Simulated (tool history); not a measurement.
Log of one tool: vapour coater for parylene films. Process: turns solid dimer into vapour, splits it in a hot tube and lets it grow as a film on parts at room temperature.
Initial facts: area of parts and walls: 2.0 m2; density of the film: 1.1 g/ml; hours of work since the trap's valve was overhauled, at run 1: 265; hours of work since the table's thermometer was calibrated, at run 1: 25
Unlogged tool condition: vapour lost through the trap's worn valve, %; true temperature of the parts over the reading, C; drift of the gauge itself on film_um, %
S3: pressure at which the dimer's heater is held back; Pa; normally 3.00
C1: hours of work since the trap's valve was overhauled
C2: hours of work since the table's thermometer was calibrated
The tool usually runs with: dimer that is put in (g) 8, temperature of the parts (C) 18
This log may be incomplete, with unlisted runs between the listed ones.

run 1 hour=0.0 | dimer_that_is_put_in_(g)=8 temperature_of_the_parts_(C)=18 S3=3.00 | C1=265 C2=25 | thickness_of_the_film_(nm)=2300
run 2 hour=24.6 | dimer_that_is_put_in_(g)=8 temperature_of_the_parts_(C)=18 S3=7.34 | C1=279 C2=40 | thickness_of_the_film_(nm)=2130
run 3 hour=44.9 | dimer_that_is_put_in_(g)=8 temperature_of_the_parts_(C)=18 S3=7.34 | C1=291 C2=52 | thickness_of_the_film_(nm)=2100
run 4 hour=73.5 | dimer_that_is_put_in_(g)=8 temperature_of_the_parts_(C)=18 S3=7.34 | C1=308 C2=68 | thickness_of_the_film_(nm)=2150
run 5 hour=91.3 | dimer_that_is_put_in_(g)=8 temperature_of_the_parts_(C)=18 S3=7.34 | C1=318 C2=78 | thickness_of_the_film_(nm)=2090
run 6 hour=107.7 | dimer_that_is_put_in_(g)=8 temperature_of_the_parts_(C)=18 S3=7.34 | C1=327 C2=88 | thickness_of_the_film_(nm)=2090
run 7 hour=122.7 | dimer_that_is_put_in_(g)=3 temperature_of_the_parts_(C)=18 S3=3.00 | C1=336 C2=97 | thickness_of_the_film_(nm)=780
run 8 hour=142.1 | dimer_that_is_put_in_(g)=3 temperature_of_the_parts_(C)=18 S3=3.00 | C1=347 C2=108 | thickness_of_the_film_(nm)=820
run 9 hour=174.0 | dimer_that_is_put_in_(g)=4 temperature_of_the_parts_(C)=18 S3=3.00 | C1=366 C2=127 | thickness_of_the_film_(nm)=1090
run 10 hour=206.7 | dimer_that_is_put_in_(g)=4 temperature_of_the_parts_(C)=18 S3=3.00 | C1=385 C2=145 | thickness_of_the_film_(nm)=1080
run 11 hour=223.1 | dimer_that_is_put_in_(g)=4 temperature_of_the_parts_(C)=18 S3=2.64 | C1=394 C2=155 | thickness_of_the_film_(nm)=1120
run 12 hour=240.7 | dimer_that_is_put_in_(g)=8 temperature_of_the_parts_(C)=27 S3=3.00 | C1=405 C2=165 | thickness_of_the_film_(nm)=1710
run 13 hour=272.1 | dimer_that_is_put_in_(g)=8 temperature_of_the_parts_(C)=27 S3=3.00 | C1=423 C2=183 | thickness_of_the_film_(nm)=1720
run 14 hour=293.8 | dimer_that_is_put_in_(g)=8 temperature_of_the_parts_(C)=30 S3=3.00 | C1=435 C2=196 | thickness_of_the_film_(nm)=1520
run 15 hour=309.8 | dimer_that_is_put_in_(g)=8 temperature_of_the_parts_(C)=23 S3=3.00 | C1=445 C2=205 | thickness_of_the_film_(nm)=1900
run 16 hour=331.9 | dimer_that_is_put_in_(g)=8 temperature_of_the_parts_(C)=27 S3=3.00 | C1=458 C2=218 | thickness_of_the_film_(nm)=1650
run 17 hour=346.1 | dimer_that_is_put_in_(g)=12 temperature_of_the_parts_(C)=18 S3=3.00 | C1=466 C2=226 | thickness_of_the_film_(nm)=3300
run 18 hour=377.3 | dimer_that_is_put_in_(g)=8 temperature_of_the_parts_(C)=18 S3=2.36 | C1=484 C2=245 | thickness_of_the_film_(nm)=2210
run 19 hour=402.4 | dimer_that_is_put_in_(g)=8 temperature_of_the_parts_(C)=18 S3=2.36 | C1=499 C2=259 | thickness_of_the_film_(nm)=2230
run 20 hour=423.2 | dimer_that_is_put_in_(g)=8 temperature_of_the_parts_(C)=18 S3=2.36 | C1=511 C2=271 | thickness_of_the_film_(nm)=2180
-- hour=430.4 trap's valve overhauled
run 21 hour=445.7 | dimer_that_is_put_in_(g)=8 temperature_of_the_parts_(C)=18 S3=2.36 | C1=9 C2=282 | thickness_of_the_film_(nm)=2050
run 22 hour=478.8 | dimer_that_is_put_in_(g)=8 temperature_of_the_parts_(C)=27 S3=5.06 | C1=28 C2=301 | thickness_of_the_film_(nm)=1510
run 23 hour=513.2 | dimer_that_is_put_in_(g)=13 temperature_of_the_parts_(C)=26 S3=5.06 | C1=48 C2=321 | thickness_of_the_film_(nm)=2510
run 24 hour=527.6 | dimer_that_is_put_in_(g)=13 temperature_of_the_parts_(C)=26 S3=5.06 | C1=56 C2=330 | thickness_of_the_film_(nm)=2490
run 25 hour=552.6 | dimer_that_is_put_in_(g)=8 temperature_of_the_parts_(C)=18 S3=8.19 | C1=71 C2=344 | thickness_of_the_film_(nm)=1900
run 26 hour=574.4 | dimer_that_is_put_in_(g)=10 temperature_of_the_parts_(C)=12 S3=8.19 | C1=84 C2=357 | thickness_of_the_film_(nm)=2810
run 27 hour=592.7 | dimer_that_is_put_in_(g)=4 temperature_of_the_parts_(C)=12 S3=8.19 | C1=94 C2=367 | thickness_of_the_film_(nm)=1100
-- hour=614.1 trap's valve overhauled, once more
run 28 hour=624.5 | dimer_that_is_put_in_(g)=4 temperature_of_the_parts_(C)=12 S3=8.19 | C1=6 C2=383 | thickness_of_the_film_(nm)=1370
run 29 hour=648.3 | dimer_that_is_put_in_(g)=4 temperature_of_the_parts_(C)=12 S3=11.10 | C1=20 C2=397 | thickness_of_the_film_(nm)=1310
run 30 hour=665.0 | dimer_that_is_put_in_(g)=8 temperature_of_the_parts_(C)=25 S3=4.01 | C1=30 C2=407 | thickness_of_the_film_(nm)=1870
run 31 hour=679.6 | dimer_that_is_put_in_(g)=8 temperature_of_the_parts_(C)=25 S3=4.01 | C1=38 C2=415 | thickness_of_the_film_(nm)=1860
run 32 hour=713.5 | dimer_that_is_put_in_(g)=3 temperature_of_the_parts_(C)=18 S3=3.00 | C1=58 C2=435 | thickness_of_the_film_(nm)=870
run 33 hour=731.6 | dimer_that_is_put_in_(g)=3 temperature_of_the_parts_(C)=18 S3=3.00 | C1=68 C2=446 | thickness_of_the_film_(nm)=870
run 34 hour=747.5 | dimer_that_is_put_in_(g)=3 temperature_of_the_parts_(C)=14 S3=3.00 | C1=77 C2=455 | thickness_of_the_film_(nm)=1020
run 35 hour=775.2 | dimer_that_is_put_in_(g)=14 temperature_of_the_parts_(C)=12 S3=6.59 | C1=94 C2=471 | thickness_of_the_film_(nm)=4590
run 36 hour=794.9 | dimer_that_is_put_in_(g)=8 temperature_of_the_parts_(C)=18 S3=8.12 | C1=105 C2=482 | thickness_of_the_film_(nm)=2160
run 37 hour=828.1 | dimer_that_is_put_in_(g)=8 temperature_of_the_parts_(C)=18 S3=8.12 | C1=124 C2=502 | thickness_of_the_film_(nm)=2140
run 38 hour=855.3 | dimer_that_is_put_in_(g)=13 temperature_of_the_parts_(C)=13 S3=2.56 | C1=140 C2=518 | thickness_of_the_film_(nm)=4400
run 39 hour=871.7 | dimer_that_is_put_in_(g)=3 temperature_of_the_parts_(C)=25 S3=6.64 | C1=150 C2=527 | thickness_of_the_film_(nm)=680

Predict each of these 5 candidate next runs independently; none follows another, all start after run 39:
run A hour=887.9 | dimer_that_is_put_in_(g)=8 temperature_of_the_parts_(C)=17 S3=10.88 | C1=159 C2=536 | thickness_of_the_film_(nm)=?
run B hour=887.9 | dimer_that_is_put_in_(g)=3 temperature_of_the_parts_(C)=25 S3=2.34 | C1=159 C2=536 | thickness_of_the_film_(nm)=?
run C hour=887.9 | dimer_that_is_put_in_(g)=6 temperature_of_the_parts_(C)=25 S3=8.71 | C1=159 C2=536 | thickness_of_the_film_(nm)=?
run D hour=887.9 | dimer_that_is_put_in_(g)=4 temperature_of_the_parts_(C)=16 S3=3.00 | C1=159 C2=536 | thickness_of_the_film_(nm)=?
run E hour=887.9 | dimer_that_is_put_in_(g)=8 temperature_of_the_parts_(C)=18 S3=5.67 | C1=159 C2=536 | thickness_of_the_film_(nm)=?

run=A thickness_of_the_film_(nm)=2170
run=B thickness_of_the_film_(nm)=720
run=C thickness_of_the_film_(nm)=1290
run=D thickness_of_the_film_(nm)=1160
run=E thickness_of_the_film_(nm)=2220
What these runs would have given with no unlogged condition in the tool:
run=A thickness_of_the_film_(nm)=2250
run=B thickness_of_the_film_(nm)=750
run=C thickness_of_the_film_(nm)=1340
run=D thickness_of_the_film_(nm)=1200
run=E thickness_of_the_film_(nm)=2310
